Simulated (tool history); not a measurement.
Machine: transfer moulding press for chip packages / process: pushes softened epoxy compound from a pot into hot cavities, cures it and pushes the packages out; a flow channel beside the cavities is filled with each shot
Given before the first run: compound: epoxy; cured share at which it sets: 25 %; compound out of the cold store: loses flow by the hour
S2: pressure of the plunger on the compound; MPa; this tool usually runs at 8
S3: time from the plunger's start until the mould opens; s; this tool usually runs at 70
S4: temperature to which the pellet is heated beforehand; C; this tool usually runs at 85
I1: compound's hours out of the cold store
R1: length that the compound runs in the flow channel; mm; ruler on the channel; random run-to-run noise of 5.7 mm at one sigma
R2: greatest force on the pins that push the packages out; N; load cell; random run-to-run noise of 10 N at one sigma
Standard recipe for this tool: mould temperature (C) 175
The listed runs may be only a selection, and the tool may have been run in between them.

run 1 hour=0 | mould_temperature_(C)=175 S2=8 S3=70 S4=85 | I1=30.3 | R1=668 R2=438
run 2 hour=8.8 | mould_temperature_(C)=175 S2=8 S3=70 S4=85 | I1=24 | R1=707 R2=448
-- hour=11.5 cavities cleaned with cleaning compound and waxed
run 3 hour=23 | mould_temperature_(C)=175 S2=8 S3=70 S4=85 | I1=25.6 | R1=697 R2=444
run 4 hour=35.5 | mould_temperature_(C)=175 S2=8 S3=70 S4=85 | I1=11.5 | R1=747 R2=460
run 5 hour=43 | mould_temperature_(C)=175 S2=8 S3=70 S4=85 | I1=17.2 | R1=721 R2=449
run 6 hour=58.4 | mould_temperature_(C)=175 S2=8 S3=70 S4=85 | I1=20.3 | R1=700 R2=443
run 7 hour=67.2 | mould_temperature_(C)=175 S2=8 S3=80 S4=85 | I1=13.8 | R1=739 R2=369
run 8 hour=82.4 | mould_temperature_(C)=175 S2=6.72 S3=70 S4=85 | I1=8.6 | R1=687 R2=457
run 9 hour=91.7 | mould_temperature_(C)=175 S2=6.72 S3=70 S4=85 | I1=36.5 | R1=599 R2=444
run 10 hour=108 | mould_temperature_(C)=175 S2=6.72 S3=70 S4=85 | I1=15 | R1=669 R2=447
run 11 hour=118.8 | mould_temperature_(C)=175 S2=6.72 S3=70 S4=85 | I1=31 | R1=623 R2=453
run 12 hour=125.5 | mould_temperature_(C)=175 S2=6.72 S3=70 S4=85 | I1=18.4 | R1=652 R2=452
-- hour=136.8 cavities cleaned with cleaning compound and waxed
run 13 hour=142.3 | mould_temperature_(C)=175 S2=6.72 S3=70 S4=85 | I1=24.5 | R1=630 R2=437
-- hour=157.2 plunger's sealing rings changed
run 14 hour=160.7 | mould_temperature_(C)=175 S2=6.72 S3=70 S4=85 | I1=43.8 | R1=584 R2=439
run 15 hour=176.9 | mould_temperature_(C)=172 S2=8 S3=70 S4=79 | I1=17.8 | R1=720 R2=566
run 16 hour=186.9 | mould_temperature_(C)=183 S2=7.23 S3=90 S4=79 | I1=11.1 | R1=698 R2=346
run 17 hour=202.5 | mould_temperature_(C)=183 S2=7.23 S3=90 S4=79 | I1=29.8 | R1=633 R2=342
run 18 hour=213.7 | mould_temperature_(C)=174 S2=7.23 S3=90 S4=87 | I1=47.7 | R1=592 R2=358
run 19 hour=222.2 | mould_temperature_(C)=173 S2=6.76 S3=97 S4=94 | I1=10.8 | R1=686 R2=349
run 20 hour=237.6 | mould_temperature_(C)=173 S2=6.76 S3=97 S4=94 | I1=16.8 | R1=671 R2=349
run 21 hour=245 | mould_temperature_(C)=173 S2=6.76 S3=97 S4=94 | I1=43.6 | R1=589 R2=350
run 22 hour=256.7 | mould_temperature_(C)=173 S2=6.76 S3=97 S4=94 | I1=23.6 | R1=645 R2=350
-- hour=263.6 cavities cleaned with cleaning compound and waxed
run 23 hour=266.6 | mould_temperature_(C)=173 S2=6.76 S3=97 S4=94 | I1=20.3 | R1=658 R2=365
run 24 hour=279.5 | mould_temperature_(C)=174 S2=6.76 S3=89 S4=94 | I1=32.4 | R1=615 R2=351
run 25 hour=291.6 | mould_temperature_(C)=168 S2=7.26 S3=56 S4=83 | I1=21.5 | R1=687 R2=1229
run 26 hour=300.7 | mould_temperature_(C)=168 S2=7.26 S3=56 S4=83 | I1=43.3 | R1=625 R2=1232
run 27 hour=309.8 | mould_temperature_(C)=168 S2=7.26 S3=56 S4=83 | I1=31.6 | R1=650 R2=1216
run 28 hour=318.5 | mould_temperature_(C)=181 S2=7.35 S3=55 S4=85 | I1=28.5 | R1=653 R2=509

Branching from run 28: 4 alternative next runs. What would each branch give?
run A hour=328.8 | mould_temperature_(C)=183 S2=8 S3=70 S4=85 | I1=43.4 | R1=? R2=?
run B hour=328.8 | mould_temperature_(C)=181 S2=9.19 S3=55 S4=85 | I1=34.9 | R1=? R2=?
run C hour=328.8 | mould_temperature_(C)=171 S2=8 S3=52 S4=85 | I1=16.5 | R1=? R2=?
run D hour=328.8 | mould_temperature_(C)=175 S2=6.17 S3=70 S4=85 | I1=9.6 | R1=? R2=?

run=A R1=623 R2=345
run=B R1=703 R2=500
run=C R1=735 R2=1268
run=D R1=655 R2=455
With the hidden condition removed and each run's random variation left untouched, the same runs would have given:
run=A R1=623 R2=343
run=B R1=703 R2=498
run=C R1=735 R2=1263
run=D R1=655 R2=453
